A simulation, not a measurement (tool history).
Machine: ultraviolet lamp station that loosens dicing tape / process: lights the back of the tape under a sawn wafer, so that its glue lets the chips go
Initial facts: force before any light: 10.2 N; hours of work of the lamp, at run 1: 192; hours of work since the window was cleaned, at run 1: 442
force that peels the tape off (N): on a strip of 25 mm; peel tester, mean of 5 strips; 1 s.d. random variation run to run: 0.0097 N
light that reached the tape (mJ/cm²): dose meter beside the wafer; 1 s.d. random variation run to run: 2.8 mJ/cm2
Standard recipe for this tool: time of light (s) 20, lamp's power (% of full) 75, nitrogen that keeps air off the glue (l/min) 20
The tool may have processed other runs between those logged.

run,hour,time of light (s),lamp's power (% of full),nitrogen that keeps air off the glue (l/min),hours of work of the lamp,hours of work since the window was cleaned,force that peels the tape off (N),light that reached the tape (mJ/cm²)
1,0.0,20,75,20,192,442,0.408,406
2,6.7,20,75,20,196,445,0.421,402
3,18.3,11,75,20,202,452,1.635,222
4,27.6,11,75,20,208,458,1.593,219
5,34.3,11,75,20,212,461,1.618,221
6,43.2,11,75,20,217,467,1.632,225
7,48.3,11,75,20,220,470,1.605,227
8,57.9,11,75,20,225,475,1.643,224
9,63.6,11,75,20,229,478,1.610,222
10,74.6,11,75,20,235,485,1.701,222
11,79.7,11,75,20,238,488,1.599,223
12,88.3,20,75,20,243,493,0.412,407
13,96.5,20,75,20,248,497,0.404,401
14,103.7,20,75,23,252,502,0.348,403
15,111.7,20,75,20,256,506,0.418,405
16,121.6,20,75,20,262,512,0.418,403
17,130.8,20,75,20,267,517,0.416,402
18,139.2,20,75,8,272,522,1.088,408
19,150.2,20,75,8,279,528,1.075,408
20,158.2,20,75,8,283,533,1.104,406
21,169.6,20,75,8,290,540,1.139,402
22,174.7,20,75,8,293,543,1.109,405
23,180.6,20,75,8,296,546,1.082,403
24,188.5,20,75,8,301,551,1.111,407
25,199.6,26,100,8,307,557,0.296,694
26,210.2,26,100,8,313,563,0.275,699
27,216.2,26,94,15,317,567,0.165,660
28,225.2,26,94,15,322,572,0.165,658
29,230.3,36,75,18,325,575,0.122,726
30,240.1,13,86,25,331,580,0.692,299
31,249.1,15,99,38,336,586,0.212,398
32,258.3,38,75,8,341,591,0.227,775
33,263.3,38,92,23,344,594,0.100,948
34,274.3,38,92,23,350,600,0.095,946
35,283.2,16,84,10,356,605,1.119,359
36,291.0,33,96,16,360,610,0.108,847
37,296.0,33,68,9,363,613,0.352,606
38,304.0,15,75,12,368,617,1.343,298
39,312.4,20,75,11,372,622,0.810,406
40,319.8,15,74,20,377,627,0.861,300
41,326.0,15,74,20,380,630,0.869,300
42,330.9,24,99,6,383,633,0.500,648

What if the next run were any one of these 5? Each begins from the tool's condition after run 42:
A,339.0,10,98,6,388,638,?,?
B,339.0,17,75,20,388,638,?,?
C,339.0,24,75,6,388,638,?,?
D,339.0,15,68,13,388,638,?,?
E,339.0,20,62,20,388,638,?,?

run,force that peels the tape off (N),light that reached the tape (mJ/cm²)
A,2.711,267
B,0.661,342
C,0.969,485
D,1.553,274
E,0.689,334
The same runs, with their run-to-run variation unchanged, on a tool lacking any hidden condition would have given:
run,force that peels the tape off (N),light that reached the tape (mJ/cm²)
A,2.708,267
B,0.660,342
C,0.967,486
D,1.550,274
E,0.688,334
